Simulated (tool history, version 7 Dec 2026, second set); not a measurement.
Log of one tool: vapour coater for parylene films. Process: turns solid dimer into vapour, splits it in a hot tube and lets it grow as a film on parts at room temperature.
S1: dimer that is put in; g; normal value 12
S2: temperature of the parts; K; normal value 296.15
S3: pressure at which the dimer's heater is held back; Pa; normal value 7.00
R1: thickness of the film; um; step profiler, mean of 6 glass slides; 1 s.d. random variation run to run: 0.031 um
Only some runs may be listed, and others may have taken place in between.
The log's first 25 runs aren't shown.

| run | hour | S1 | S2 | S3 | R1 |
|---|---|---|---|---|---|
| 26 | 286.4 | 17 | 296.15 | 3.72 | 11.14 |
| 27 | 297.1 | 17 | 296.15 | 3.72 | 11.16 |
| 28 | 306.3 | 17 | 301.15 | 3.32 | 9.44 |
| 29 | 320.2 | 17 | 301.15 | 3.32 | 9.41 |
| 30 | 333.5 | 14 | 298.15 | 10.76 | 7.98 |
| 31 | 345.6 | 12 | 296.15 | 7.00 | 7.52 |
| 32 | 352.9 | 12 | 296.15 | 7.00 | 7.48 |
| 33 | 365.9 | 12 | 298.15 | 2.81 | 7.36 |
| 34 | 374.3 | 16 | 297.15 | 2.79 | 10.28 |
| 35 | 382.6 | 16 | 298.15 | 6.34 | 9.35 |
| 36 | 394.9 | 15 | 292.15 | 5.88 | 10.87 |
| 37 | 406.8 | 15 | 296.15 | 7.00 | 9.31 |
| 38 | 418.0 | 12 | 289.15 | 11.30 | 9.27 |
| 39 | 428.5 | 12 | 289.15 | 11.30 | 9.25 |

What will run 40 give?
| 40 | 441.9 | 12 | 298.15 | 2.31 | ? |

{"run 40": {"R1": 7.46}}
With the hidden condition absent and the run-to-run variation left alone, this run would have shown R1 7.65 um.
